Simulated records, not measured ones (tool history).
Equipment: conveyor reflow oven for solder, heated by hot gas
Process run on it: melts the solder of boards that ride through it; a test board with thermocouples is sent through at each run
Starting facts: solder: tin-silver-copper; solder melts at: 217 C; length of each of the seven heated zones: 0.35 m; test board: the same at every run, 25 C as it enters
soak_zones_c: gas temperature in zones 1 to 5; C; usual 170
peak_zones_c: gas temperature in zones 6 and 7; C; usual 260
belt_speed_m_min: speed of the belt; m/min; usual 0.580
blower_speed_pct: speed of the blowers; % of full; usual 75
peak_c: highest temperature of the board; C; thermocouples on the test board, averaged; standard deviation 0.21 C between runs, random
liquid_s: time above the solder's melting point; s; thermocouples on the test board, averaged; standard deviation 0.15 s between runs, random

run 1 hour=0.0 | soak_zones_c=170 peak_zones_c=260 belt_speed_m_min=0.580 blower_speed_pct=75 | peak_c=251.1 liquid_s=54.4
run 2 hour=5.4 | soak_zones_c=170 peak_zones_c=260 belt_speed_m_min=0.580 blower_speed_pct=75 | peak_c=250.8 liquid_s=54.5
run 3 hour=11.4 | soak_zones_c=170 peak_zones_c=256 belt_speed_m_min=0.580 blower_speed_pct=75 | peak_c=246.9 liquid_s=52.2
run 4 hour=18.8 | soak_zones_c=170 peak_zones_c=260 belt_speed_m_min=0.580 blower_speed_pct=75 | peak_c=250.7 liquid_s=54.5
run 5 hour=31.3 | soak_zones_c=170 peak_zones_c=260 belt_speed_m_min=0.580 blower_speed_pct=75 | peak_c=251.0 liquid_s=54.5
run 6 hour=38.5 | soak_zones_c=170 peak_zones_c=261 belt_speed_m_min=0.580 blower_speed_pct=75 | peak_c=251.7 liquid_s=55.0
run 7 hour=47.9 | soak_zones_c=170 peak_zones_c=261 belt_speed_m_min=0.580 blower_speed_pct=75 | peak_c=252.1 liquid_s=55.0
run 8 hour=57.9 | soak_zones_c=170 peak_zones_c=261 belt_speed_m_min=0.580 blower_speed_pct=75 | peak_c=252.1 liquid_s=55.0
run 9 hour=65.5 | soak_zones_c=170 peak_zones_c=261 belt_speed_m_min=0.580 blower_speed_pct=75 | peak_c=251.8 liquid_s=55.0
run 10 hour=76.1 | soak_zones_c=170 peak_zones_c=261 belt_speed_m_min=0.580 blower_speed_pct=75 | peak_c=252.2 liquid_s=55.0
run 11 hour=88.1 | soak_zones_c=170 peak_zones_c=261 belt_speed_m_min=0.580 blower_speed_pct=75 | peak_c=251.8 liquid_s=54.7
run 12 hour=99.6 | soak_zones_c=170 peak_zones_c=260 belt_speed_m_min=0.580 blower_speed_pct=68 | peak_c=250.1 liquid_s=53.8
run 13 hour=111.3 | soak_zones_c=170 peak_zones_c=260 belt_speed_m_min=0.580 blower_speed_pct=75 | peak_c=250.9 liquid_s=54.6
run 14 hour=119.6 | soak_zones_c=170 peak_zones_c=260 belt_speed_m_min=0.580 blower_speed_pct=75 | peak_c=250.9 liquid_s=54.4
run 15 hour=130.3 | soak_zones_c=170 peak_zones_c=260 belt_speed_m_min=0.580 blower_speed_pct=75 | peak_c=250.7 liquid_s=54.5
run 16 hour=138.6 | soak_zones_c=170 peak_zones_c=260 belt_speed_m_min=0.580 blower_speed_pct=75 | peak_c=250.9 liquid_s=54.4
run 17 hour=146.8 | soak_zones_c=168 peak_zones_c=260 belt_speed_m_min=0.667 blower_speed_pct=75 | peak_c=246.9 liquid_s=43.0
run 18 hour=158.0 | soak_zones_c=168 peak_zones_c=260 belt_speed_m_min=0.667 blower_speed_pct=75 | peak_c=247.2 liquid_s=43.1
run 19 hour=170.3 | soak_zones_c=180 peak_zones_c=259 belt_speed_m_min=0.646 blower_speed_pct=64 | peak_c=247.0 liquid_s=48.4
run 20 hour=176.4 | soak_zones_c=179 peak_zones_c=260 belt_speed_m_min=0.580 blower_speed_pct=75 | peak_c=252.0 liquid_s=58.0
run 21 hour=188.6 | soak_zones_c=179 peak_zones_c=258 belt_speed_m_min=0.580 blower_speed_pct=77 | peak_c=250.1 liquid_s=57.2
run 22 hour=201.1 | soak_zones_c=179 peak_zones_c=258 belt_speed_m_min=0.684 blower_speed_pct=77 | peak_c=246.7 liquid_s=44.9
run 23 hour=210.5 | soak_zones_c=166 peak_zones_c=260 belt_speed_m_min=0.643 blower_speed_pct=66 | peak_c=246.4 liquid_s=43.6
run 24 hour=221.6 | soak_zones_c=168 peak_zones_c=261 belt_speed_m_min=0.580 blower_speed_pct=75 | peak_c=251.7 liquid_s=54.4
run 25 hour=228.7 | soak_zones_c=184 peak_zones_c=261 belt_speed_m_min=0.580 blower_speed_pct=75 | peak_c=253.1 liquid_s=60.7
run 26 hour=239.3 | soak_zones_c=184 peak_zones_c=261 belt_speed_m_min=0.580 blower_speed_pct=75 | peak_c=253.7 liquid_s=60.8
run 27 hour=248.9 | soak_zones_c=170 peak_zones_c=260 belt_speed_m_min=0.580 blower_speed_pct=52 | peak_c=247.3 liquid_s=50.4
run 28 hour=257.4 | soak_zones_c=167 peak_zones_c=271 belt_speed_m_min=0.521 blower_speed_pct=89 | peak_c=264.8 liquid_s=68.7
run 29 hour=268.4 | soak_zones_c=170 peak_zones_c=264 belt_speed_m_min=0.580 blower_speed_pct=75 | peak_c=254.7 liquid_s=56.9
run 30 hour=277.3 | soak_zones_c=178 peak_zones_c=264 belt_speed_m_min=0.575 blower_speed_pct=53 | peak_c=252.5 liquid_s=57.4
run 31 hour=289.6 | soak_zones_c=175 peak_zones_c=257 belt_speed_m_min=0.496 blower_speed_pct=78 | peak_c=251.6 liquid_s=67.7
-- hour=297.5 flux residue cleaned out of gas plates and filters
run 32 hour=302.9 | soak_zones_c=170 peak_zones_c=265 belt_speed_m_min=0.580 blower_speed_pct=77 | peak_c=255.7 liquid_s=57.5

What if the next run were any one of these 3? Each begins from the tool's condition after run 32:
run A hour=308.2 | soak_zones_c=170 peak_zones_c=249 belt_speed_m_min=0.499 blower_speed_pct=75 | peak_c=? liquid_s=?
run B hour=308.2 | soak_zones_c=170 peak_zones_c=260 belt_speed_m_min=0.681 blower_speed_pct=71 | peak_c=? liquid_s=?
run C hour=308.2 | soak_zones_c=170 peak_zones_c=265 belt_speed_m_min=0.623 blower_speed_pct=77 | peak_c=? liquid_s=?

run=A peak_c=243.4 liquid_s=59.6
run=B peak_c=246.6 liquid_s=41.8
run=C peak_c=254.5 liquid_s=51.8
The same runs, with their run-to-run variation unchanged, on a tool lacking any hidden condition would have given:
run=A peak_c=243.5 liquid_s=59.6
run=B peak_c=246.6 liquid_s=41.8
run=C peak_c=254.5 liquid_s=51.8
